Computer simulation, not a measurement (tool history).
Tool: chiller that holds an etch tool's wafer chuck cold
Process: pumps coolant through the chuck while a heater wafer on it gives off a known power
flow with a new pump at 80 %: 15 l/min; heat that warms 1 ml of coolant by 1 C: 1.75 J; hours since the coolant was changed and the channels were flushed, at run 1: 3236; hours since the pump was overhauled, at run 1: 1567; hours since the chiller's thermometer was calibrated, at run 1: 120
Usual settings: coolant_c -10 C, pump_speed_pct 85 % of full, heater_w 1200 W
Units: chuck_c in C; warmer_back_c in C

run   hour  coolant_c  pump_speed_pct  heater_w  hours since the coolant was changed and the channels were flushed  hours since the pump was overhauled  hours since the chiller's thermometer was calibrated  chuck_c  warmer_back_c
  1    0.0        -10              85      1200                                                               3236                                 1567                                                   120      0.8           2.69
  2   25.0        -10              85      1200                                                               3261                                 1592                                                   145      0.8           2.65
  3   46.7        -10              85      1200                                                               3283                                 1614                                                   167      0.9           2.67
  4   82.2        -10              85      1200                                                               3318                                 1650                                                   202      0.8           2.69
  5  102.0        -10              85      1200                                                               3338                                 1669                                                   222      1.1           2.66
     109.8  -- coolant pump overhauled
  6  126.6        -10              85      1200                                                               3358                                   17                                                   242      1.2           2.74
  7  167.6        -10              85      1200                                                               3399                                   58                                                   283      1.2           2.68
  8  189.8        -12              85      1200                                                               3421                                   80                                                   305     -1.1           2.72
  9  221.4        -12              85       640                                                               3453                                  112                                                   337     -6.0           1.44
 10  249.1        -12              85       640                                                               3480                                  139                                                   364     -6.1           1.45
 11  268.6        -18              72       610                                                               3500                                  159                                                   384    -11.6           1.69
 12  296.4        -18              72       610                                                               3528                                  187                                                   412    -11.5           1.70
 13  322.5        -19              68      1340                                                               3554                                  213                                                   438     -3.6           3.92
 14  348.0         -3              69       936                                                               3579                                  238                                                   463      7.6           2.66
     395.7  -- coolant pump overhauled, once more
 15  398.4         -3              96      1271                                                               3625                                    3                                                   509      6.9           2.36
 16  424.9        -10              93      1200                                                               3651                                   29                                                   535     -0.2           2.33

Forecast each of these 5 alternatives for the next run:
  A  464.3        -14              92      1760                                                               3691                                   69                                                   575        ?              ?
  B  464.3         -3              89      1383                                                               3691                                   69                                                   575        ?              ?
  C  464.3        -15              72      1652                                                               3691                                   69                                                   575        ?              ?
  D  464.3        -10              81      1200                                                               3691                                   69                                                   575        ?              ?
  E  464.3        -10              85      1200                                                               3691                                   69                                                   575        ?              ?

run  chuck_c  warmer_back_c
  A      0.6           3.44
  B      8.8           2.81
  C      2.0           4.23
  D      1.0           2.72
  E      0.6           2.56
Without the tool's hidden state the same runs would have given:
run  chuck_c  warmer_back_c
  A     -0.9           3.46
  B      7.6           2.82
  C      0.2           4.25
  D     -0.1           2.73
  E     -0.4           2.57
